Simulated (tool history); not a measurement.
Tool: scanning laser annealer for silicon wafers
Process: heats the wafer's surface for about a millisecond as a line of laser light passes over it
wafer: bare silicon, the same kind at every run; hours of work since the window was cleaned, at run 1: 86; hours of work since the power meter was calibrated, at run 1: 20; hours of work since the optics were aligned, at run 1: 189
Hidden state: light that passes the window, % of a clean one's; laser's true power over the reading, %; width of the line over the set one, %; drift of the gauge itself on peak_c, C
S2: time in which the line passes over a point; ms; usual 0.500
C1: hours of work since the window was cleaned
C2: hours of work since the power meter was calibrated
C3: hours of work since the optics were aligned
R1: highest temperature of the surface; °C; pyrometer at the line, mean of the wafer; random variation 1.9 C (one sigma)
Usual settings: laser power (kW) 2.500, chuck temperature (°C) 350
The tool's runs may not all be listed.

Run 1, day 0.000: usual settings; C1 86; C2 20; C3 189. Result: R1 1102 °C.
Run 2, day 0.388: usual settings; C1 91; C2 25; C3 194. Result: R1 1106 °C.
Run 3, day 0.571: usual settings; C1 94; C2 27; C3 197. Result: R1 1103 °C.
Run 4, day 0.996: usual settings; C1 99; C2 33; C3 202. Result: R1 1106 °C.
Run 5, day 1.400: usual settings but laser power (kW) 2.145; C1 104; C2 38; C3 207. Result: R1 977 °C.
Run 6, day 1.662: usual settings but laser power (kW) 2.145; C1 108; C2 41; C3 211. Result: R1 976 °C.
Run 7, day 2.058: usual settings; C1 113; C2 46; C3 216. Result: R1 1099 °C.
Run 8, day 2.475: usual settings but chuck temperature (°C) 342; C1 118; C2 52; C3 221. Result: R1 1091 °C.
Run 9, day 2.808: usual settings but chuck temperature (°C) 342; C1 122; C2 56; C3 225. Result: R1 1089 °C.
Run 10, day 3.025: usual settings; C1 125; C2 59; C3 228. Result: R1 1097 °C.
Run 11, day 3.204: usual settings but chuck temperature (°C) 327; C1 127; C2 61; C3 230. Result: R1 1078 °C.
Run 12, day 3.625: usual settings but chuck temperature (°C) 384; C1 133; C2 67; C3 236. Result: R1 1132 °C.
Run 13, day 4.025: usual settings but chuck temperature (°C) 384; C1 138; C2 72; C3 241. Result: R1 1130 °C.
Run 14, day 4.375: usual settings but chuck temperature (°C) 324; C1 142; C2 76; C3 246. Result: R1 1070 °C.
Run 15, day 4.588: usual settings but laser power (kW) 2.223; C1 145; C2 79; C3 248. Result: R1 998 °C.
Run 16, day 4.950: usual settings; C1 150; C2 84; C3 253. Result: R1 1093 °C.
Run 17, day 5.358: usual settings but laser power (kW) 2.169; C1 155; C2 89; C3 258. Result: R1 979 °C.
Run 18, day 5.733: usual settings but laser power (kW) 2.169, chuck temperature (°C) 348; C1 160; C2 94; C3 263. Result: R1 975 °C.
Run 19, day 6.125: usual settings; C1 165; C2 99; C3 268. Result: R1 1093 °C.
Run 20, day 6.521: usual settings; C1 170; C2 104; C3 273. Result: R1 1091 °C.
Run 21, day 6.817: usual settings; C1 174; C2 107; C3 277. Result: R1 1087 °C.
Run 22, day 7.183: usual settings but S2 0.517 ms, chuck temperature (°C) 373; C1 178; C2 112; C3 282. Result: R1 1125 °C.
Run 23, day 7.471: usual settings but laser power (kW) 2.481, chuck temperature (°C) 370; C1 182; C2 116; C3 285. Result: R1 1100 °C.
Run 24, day 7.871: usual settings but laser power (kW) 2.601; C1 187; C2 121; C3 290. Result: R1 1123 °C.
Run 25, day 8.092: usual settings but laser power (kW) 2.601, S2 0.533 ms, chuck temperature (°C) 336; C1 190; C2 124; C3 293. Result: R1 1129 °C.
Run 26, day 8.421: usual settings but laser power (kW) 2.613, S2 0.387 ms, chuck temperature (°C) 336; C1 194; C2 128; C3 297. Result: R1 1015 °C.
Run 27, day 8.817: usual settings but laser power (kW) 2.613, S2 0.387 ms, chuck temperature (°C) 336; C1 199; C2 133; C3 303. Result: R1 1015 °C.
Run 28, day 9.146: usual settings but laser power (kW) 2.194, S2 0.444 ms, chuck temperature (°C) 336; C1 204; C2 137; C3 307. Result: R1 931 °C.
Run 29, day 9.346: usual settings but laser power (kW) 2.644, S2 0.493 ms, chuck temperature (°C) 343; C1 206; C2 140; C3 309. Result: R1 1124 °C.
Run 30, day 9.629: usual settings but laser power (kW) 2.329, S2 0.503 ms; C1 210; C2 144; C3 313. Result: R1 1024 °C.
Run 31, day 9.842: usual settings but S2 0.376 ms, chuck temperature (°C) 387; C1 213; C2 146; C3 316. Result: R1 1019 °C.
Run 32, day 10.121: usual settings but S2 0.376 ms, chuck temperature (°C) 387; C1 216; C2 150; C3 319. Result: R1 1020 °C.
Run 33, day 10.400: usual settings but laser power (kW) 2.486, S2 0.498 ms, chuck temperature (°C) 387; C1 220; C2 153; C3 323. Result: R1 1115 °C.
Run 34, day 10.783: usual settings but laser power (kW) 2.486, S2 0.570 ms, chuck temperature (°C) 321; C1 225; C2 158; C3 328. Result: R1 1099 °C.
Run 35, day 11.029: usual settings but laser power (kW) 2.235, S2 0.570 ms, chuck temperature (°C) 313; C1 228; C2 161; C3 331. Result: R1 999 °C.
Run 36, day 11.221: usual settings but laser power (kW) 2.235, S2 0.570 ms, chuck temperature (°C) 324; C1 230; C2 164; C3 333. Result: R1 1009 °C.
Run 37, day 11.500: usual settings but laser power (kW) 2.164, S2 0.455 ms, chuck temperature (°C) 347; C1 234; C2 168; C3 337. Result: R1 935 °C.
Run 38, day 11.796: usual settings but laser power (kW) 2.291, S2 0.591 ms, chuck temperature (°C) 385; C1 238; C2 171; C3 341. Result: R1 1104 °C.
Run 39, day 11.983: usual settings but laser power (kW) 2.291, S2 0.448 ms, chuck temperature (°C) 385; C1 240; C2 174; C3 343. Result: R1 1010 °C.
Run 40, day 12.242: usual settings but laser power (kW) 2.228, S2 0.542 ms, chuck temperature (°C) 374; C1 243; C2 177; C3 346. Result: R1 1036 °C.

Forecast each of these 3 alternatives for the next run:
Run A, day 12.512: usual settings but laser power (kW) 2.228, S2 0.542 ms, chuck temperature (°C) 364; C1 247; C2 181; C3 350. Result: R1 ?.
Run B, day 12.512: usual settings but laser power (kW) 2.496, S2 0.399 ms, chuck temperature (°C) 374; C1 247; C2 181; C3 350. Result: R1 ?.
Run C, day 12.512: usual settings but laser power (kW) 2.490, S2 0.403 ms, chuck temperature (°C) 325; C1 247; C2 181; C3 350. Result: R1 ?.

run    R1
  A  1026
  B  1017
  C   973
Without the tool's hidden state the same runs would have given:
run    R1
  A  1068
  B  1059
  C  1015
